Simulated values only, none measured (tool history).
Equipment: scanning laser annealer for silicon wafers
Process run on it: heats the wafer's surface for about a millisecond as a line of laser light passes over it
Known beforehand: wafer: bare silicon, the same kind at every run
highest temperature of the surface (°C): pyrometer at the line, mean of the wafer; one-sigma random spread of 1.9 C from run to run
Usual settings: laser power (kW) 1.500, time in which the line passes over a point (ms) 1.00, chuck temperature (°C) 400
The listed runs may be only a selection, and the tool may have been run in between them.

run     day  laser power (kW)  time in which the line passes over a point (ms)  chuck temperature (°C)  highest temperature of the surface (°C)
  1   0.000             1.500                                             1.00                     400                                     1246
  2   0.558             1.500                                             1.00                     400                                     1244
  3   1.242             1.500                                             1.00                     400                                     1244
  4   1.917             1.500                                             1.00                     400                                     1246
  5   2.621             1.500                                             1.00                     400                                     1247
  6   3.200             1.500                                             1.00                     400                                     1243
  7   3.912             1.500                                             1.00                     392                                     1239
  8   4.354             1.500                                             1.00                     400                                     1245
  9   4.671             1.500                                             1.00                     400                                     1243
 10   5.004             1.500                                             1.00                     389                                     1237
 11   5.600             1.500                                             1.00                     389                                     1237
 12   6.029             1.500                                             1.00                     389                                     1231
 13   6.412             1.500                                             1.00                     400                                     1244
 14   6.792             1.500                                             1.00                     400                                     1244
 15   7.308             1.500                                             1.00                     400                                     1241
 16   7.712             1.500                                             1.00                     400                                     1239
 17   8.433             1.500                                             1.20                     400                                     1336
 18   9.042             1.500                                             1.20                     400                                     1335
 19   9.392             1.500                                             1.20                     400                                     1331
 20   9.788             1.500                                             1.20                     400                                     1337
 21  10.125             1.628                                             0.89                     400                                     1267
 22  10.729             1.628                                             0.73                     407                                     1189
 23  11.267             1.552                                             1.11                     369                                     1301
 24  11.883             1.552                                             1.11                     369                                     1299
 25  12.583             1.552                                             1.11                     369                                     1305
 26  13.012             1.553                                             0.87                     369                                     1186
 27  13.462             1.275                                             1.02                     401                                     1107
 28  13.842             1.467                                             1.00                     424                                     1244
     14.433  -- window over the wafer cleaned
 29  14.488             1.594                                             1.03                     424                                     1348
 30  15.079             1.594                                             1.03                     424                                     1346
 31  15.375             1.500                                             0.98                     400                                     1237
 32  15.796             1.500                                             0.72                     378                                     1079
 33  16.117             1.616                                             1.16                     378                                     1382
 34  16.771             1.573                                             1.16                     383                                     1356
 35  17.396             1.605                                             1.01                     376                                     1297
 36  18.017             1.605                                             1.22                     376                                     1395
 37  18.338             1.605                                             1.22                     376                                     1398
 38  18.817             1.577                                             1.22                     376                                     1377
 39  19.146             1.407                                             1.22                     395                                     1270
 40  19.833             1.518                                             0.76                     398                                     1136

Consider 4 possible next runs. They are alternatives, not a sequence: every one starts from the tool as it was left by run 40. What does each give?
  A  20.388             1.518                                             1.22                     384                                        ?
  B  20.388             1.477                                             1.00                     397                                        ?
  C  20.388             1.500                                             1.00                     380                                        ?
  D  20.388             1.518                                             0.79                     398                                        ?

run  highest temperature of the surface (°C)
  A                                     1343
  B                                     1228
  C                                     1225
  D                                     1153
Without the tool's hidden state the same runs would have given:
run  highest temperature of the surface (°C)
  A                                     1343
  B                                     1228
  C                                     1225
  D                                     1153
